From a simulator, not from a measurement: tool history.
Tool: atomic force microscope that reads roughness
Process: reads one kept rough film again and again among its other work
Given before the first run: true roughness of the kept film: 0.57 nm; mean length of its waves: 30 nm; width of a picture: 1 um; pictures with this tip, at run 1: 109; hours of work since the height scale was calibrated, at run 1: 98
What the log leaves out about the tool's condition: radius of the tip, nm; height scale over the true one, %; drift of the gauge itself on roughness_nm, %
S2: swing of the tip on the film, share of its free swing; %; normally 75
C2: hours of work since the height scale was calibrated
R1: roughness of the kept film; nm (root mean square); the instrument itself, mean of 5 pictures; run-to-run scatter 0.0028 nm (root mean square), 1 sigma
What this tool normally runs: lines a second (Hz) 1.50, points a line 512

run 1 hour=0.0 | lines_a_second_(Hz)=1.50 S2=75 points_a_line=512 | pictures_with_this_tip=109 C2=98 | R1=0.495
run 2 hour=37.7 | lines_a_second_(Hz)=1.50 S2=75 points_a_line=512 | pictures_with_this_tip=161 C2=115 | R1=0.486
-- hour=49.0 new tip fitted
run 3 hour=72.8 | lines_a_second_(Hz)=1.50 S2=75 points_a_line=512 | pictures_with_this_tip=32 C2=130 | R1=0.501
run 4 hour=89.2 | lines_a_second_(Hz)=1.50 S2=75 points_a_line=512 | pictures_with_this_tip=55 C2=137 | R1=0.500
run 5 hour=113.2 | lines_a_second_(Hz)=1.50 S2=75 points_a_line=512 | pictures_with_this_tip=88 C2=148 | R1=0.496
run 6 hour=137.1 | lines_a_second_(Hz)=1.50 S2=75 points_a_line=512 | pictures_with_this_tip=121 C2=158 | R1=0.498
run 7 hour=154.7 | lines_a_second_(Hz)=1.50 S2=75 points_a_line=379 | pictures_with_this_tip=145 C2=166 | R1=0.492
-- hour=176.0 new tip fitted
run 8 hour=193.1 | lines_a_second_(Hz)=1.50 S2=77 points_a_line=512 | pictures_with_this_tip=23 C2=182 | R1=0.498
-- hour=196.8 height scale calibrated on a step standard
run 9 hour=220.3 | lines_a_second_(Hz)=1.50 S2=77 points_a_line=512 | pictures_with_this_tip=59 C2=10 | R1=0.496
run 10 hour=250.2 | lines_a_second_(Hz)=0.66 S2=58 points_a_line=265 | pictures_with_this_tip=101 C2=23 | R1=0.532
run 11 hour=280.7 | lines_a_second_(Hz)=2.55 S2=85 points_a_line=293 | pictures_with_this_tip=143 C2=37 | R1=0.417
-- hour=303.5 new tip fitted
run 12 hour=303.5 | lines_a_second_(Hz)=2.55 S2=85 points_a_line=293 | pictures_with_this_tip=0 C2=46 | R1=0.430
run 13 hour=341.0 | lines_a_second_(Hz)=0.69 S2=70 points_a_line=330 | pictures_with_this_tip=52 C2=63 | R1=0.531
-- hour=363.6 height scale calibrated on a step standard, once more
run 14 hour=377.9 | lines_a_second_(Hz)=3.10 S2=70 points_a_line=330 | pictures_with_this_tip=102 C2=6 | R1=0.464
run 15 hour=394.5 | lines_a_second_(Hz)=3.10 S2=70 points_a_line=330 | pictures_with_this_tip=124 C2=14 | R1=0.468
run 16 hour=426.8 | lines_a_second_(Hz)=3.10 S2=70 points_a_line=330 | pictures_with_this_tip=169 C2=28 | R1=0.457
-- hour=430.0 new tip fitted
run 17 hour=463.7 | lines_a_second_(Hz)=3.69 S2=63 points_a_line=626 | pictures_with_this_tip=46 C2=44 | R1=0.491
run 18 hour=499.1 | lines_a_second_(Hz)=0.78 S2=57 points_a_line=512 | pictures_with_this_tip=95 C2=59 | R1=0.532

Below are 4 alternative next runs, each starting from the tool's condition after run 18. Predict each:
run A hour=530.3 | lines_a_second_(Hz)=2.81 S2=67 points_a_line=286 | pictures_with_this_tip=138 C2=73 | R1=?
run B hour=530.3 | lines_a_second_(Hz)=0.50 S2=75 points_a_line=277 | pictures_with_this_tip=138 C2=73 | R1=?
run C hour=530.3 | lines_a_second_(Hz)=0.78 S2=77 points_a_line=650 | pictures_with_this_tip=138 C2=73 | R1=?
run D hour=530.3 | lines_a_second_(Hz)=0.78 S2=57 points_a_line=741 | pictures_with_this_tip=138 C2=73 | R1=?

run=A R1=0.478
run=B R1=0.520
run=C R1=0.509
run=D R1=0.531
Stripped of hidden state, with their random variation kept, the same runs would have yielded:
run=A R1=0.493
run=B R1=0.537
run=C R1=0.525
run=D R1=0.548

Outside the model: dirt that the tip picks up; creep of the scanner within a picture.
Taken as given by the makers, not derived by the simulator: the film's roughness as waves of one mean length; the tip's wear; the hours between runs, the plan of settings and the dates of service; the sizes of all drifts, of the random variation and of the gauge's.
